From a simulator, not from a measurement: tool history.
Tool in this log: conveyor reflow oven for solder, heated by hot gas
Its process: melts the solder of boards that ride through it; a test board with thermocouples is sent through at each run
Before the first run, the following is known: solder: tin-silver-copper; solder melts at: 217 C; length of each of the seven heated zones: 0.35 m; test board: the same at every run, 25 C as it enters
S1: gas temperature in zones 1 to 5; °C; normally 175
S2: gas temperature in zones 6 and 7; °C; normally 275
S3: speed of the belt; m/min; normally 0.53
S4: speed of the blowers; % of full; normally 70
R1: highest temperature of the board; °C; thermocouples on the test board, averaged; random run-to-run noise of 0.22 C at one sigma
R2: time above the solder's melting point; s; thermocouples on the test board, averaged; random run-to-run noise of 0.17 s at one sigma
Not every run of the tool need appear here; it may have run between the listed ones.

| run | hour | S1 | S2 | S3 | S4 | R1 | R2 |
|---|---|---|---|---|---|---|---|
| 1 | 0 | 175 | 275 | 0.53 | 70 | 253.2 | 61.1 |
| 2 | 29.8 | 175 | 275 | 0.511 | 70 | 254.9 | 64.6 |
| 3 | 73.2 | 175 | 275 | 0.511 | 70 | 254.3 | 64.2 |
| 4 | 93.5 | 175 | 275 | 0.511 | 70 | 254 | 64.4 |
| 5 | 127.5 | 175 | 275 | 0.511 | 87 | 258.6 | 68.5 |
|  | 160 | flux residue cleaned out of gas plates and filters |
| 6 | 173.6 | 175 | 275 | 0.53 | 70 | 252 | 60.2 |
| 7 | 221.6 | 175 | 275 | 0.53 | 70 | 252.3 | 60 |
| 8 | 256.5 | 175 | 280 | 0.53 | 70 | 255.9 | 63.2 |
| 9 | 303.4 | 175 | 275 | 0.53 | 77 | 253.9 | 62.1 |
| 10 | 332.4 | 175 | 275 | 0.53 | 77 | 253.7 | 62 |
| 11 | 380.2 | 175 | 275 | 0.53 | 77 | 253.3 | 62 |
|  | 391.2 | flux residue cleaned out of gas plates and filters, once more |
| 12 | 425.5 | 175 | 275 | 0.53 | 77 | 255.8 | 63.9 |
| 13 | 456.3 | 171 | 275 | 0.53 | 70 | 252.3 | 59.8 |

Expected results for the next run?
| 14 | 480.5 | 171 | 275 | 0.53 | 87 | ? | ? |

Run 14 gave R1 257.5 °C, R2 64.3 s.
The same run, on a tool lacking any hidden state, would have yielded R1 259.6 °C, R2 63.2 s.
